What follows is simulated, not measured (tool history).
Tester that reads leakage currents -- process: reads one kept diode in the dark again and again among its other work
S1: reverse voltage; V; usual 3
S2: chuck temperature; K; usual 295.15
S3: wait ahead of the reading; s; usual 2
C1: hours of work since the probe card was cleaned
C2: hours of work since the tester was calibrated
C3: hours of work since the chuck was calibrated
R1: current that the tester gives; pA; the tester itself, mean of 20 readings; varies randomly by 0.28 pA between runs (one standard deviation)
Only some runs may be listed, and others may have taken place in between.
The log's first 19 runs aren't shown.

| run | day | S1 | S2 | S3 | C1 | C2 | C3 | R1 |
|---|---|---|---|---|---|---|---|---|
| 20 | 151.854 | 10.9 | 295.15 | 2 | 1137 | 2177 | 1373 | 184.16 |
| 21 | 158.204 | 4 | 307.15 | 9.1 | 1209 | 2249 | 1445 | 381 |
|  | 166.967 | chuck's temperature calibrated |
| 22 | 166.967 | 9.41 | 325.15 | 2 | 1307 | 2347 | 0 | 2014.48 |
| 23 | 174.283 | 3 | 299.15 | 2 | 1389 | 2430 | 83 | 136.38 |
| 24 | 181.279 | 1.31 | 295.15 | 7.58 | 1468 | 2509 | 162 | 68.87 |
| 25 | 188.288 | 3 | 295.15 | 3.97 | 1548 | 2588 | 241 | 94.99 |
| 26 | 198.579 | 3 | 295.15 | 3.97 | 1664 | 2704 | 357 | 96.79 |
| 27 | 206.354 | 1.81 | 296.15 | 3.79 | 1752 | 2792 | 445 | 88.48 |
| 28 | 211.562 | 5.57 | 295.15 | 0.43 | 1811 | 2851 | 504 | 126.47 |
| 29 | 222.829 | 8.02 | 295.15 | 1.26 | 1938 | 2978 | 631 | 148.85 |
| 30 | 231.733 | 1.27 | 326.15 | 0.46 | 2039 | 3079 | 732 | 1135 |
| 31 | 241.233 | 3 | 326.15 | 2 | 2146 | 3186 | 839 | 1573.49 |
| 32 | 248.754 | 4.38 | 326.15 | 4.32 | 2231 | 3271 | 924 | 1819.97 |
| 33 | 256.367 | 2.27 | 295.15 | 5.73 | 2317 | 3358 | 1011 | 95.75 |
| 34 | 267.688 | 2.27 | 298.15 | 0.44 | 2445 | 3485 | 1139 | 129.65 |
| 35 | 274.054 | 1.71 | 323.15 | 1.6 | 2517 | 3557 | 1211 | 1042.78 |
|  | 275.246 | probe card cleaned and baked |
| 36 | 279.408 | 1.71 | 323.15 | 1.6 | 47 | 3617 | 1270 | 1044.24 |
| 37 | 289.671 | 1.51 | 311.15 | 0.45 | 163 | 3733 | 1386 | 368.56 |
| 38 | 295.492 | 1.51 | 311.15 | 0.45 | 229 | 3798 | 1451 | 370.78 |
|  | 303.683 | chuck's temperature calibrated |
| 39 | 305.817 | 3 | 303.15 | 2 | 345 | 3914 | 24 | 191.7 |
|  | 307.8 | tester calibrated |
| 40 | 314.558 | 1.58 | 308.15 | 0.51 | 442 | 76 | 122 | 251.21 |

Predict each of these 3 candidate next runs independently; none follows another, all start after run 40:
| A | 323.688 | 1.58 | 310.15 | 2.24 | 546 | 180 | 225 | ? |
| B | 323.688 | 3 | 330.15 | 0.76 | 546 | 180 | 225 | ? |
| C | 323.688 | 1.08 | 295.15 | 6.02 | 546 | 180 | 225 | ? |

| run | R1 |
|---|---|
| A | 300.9 |
| B | 2048.43 |
| C | 64.79 |
With the hidden condition removed and each run's random variation left untouched, the same runs would have given:
| run | R1 |
|---|---|
| A | 290.48 |
| B | 1988.08 |
| C | 62.07 |
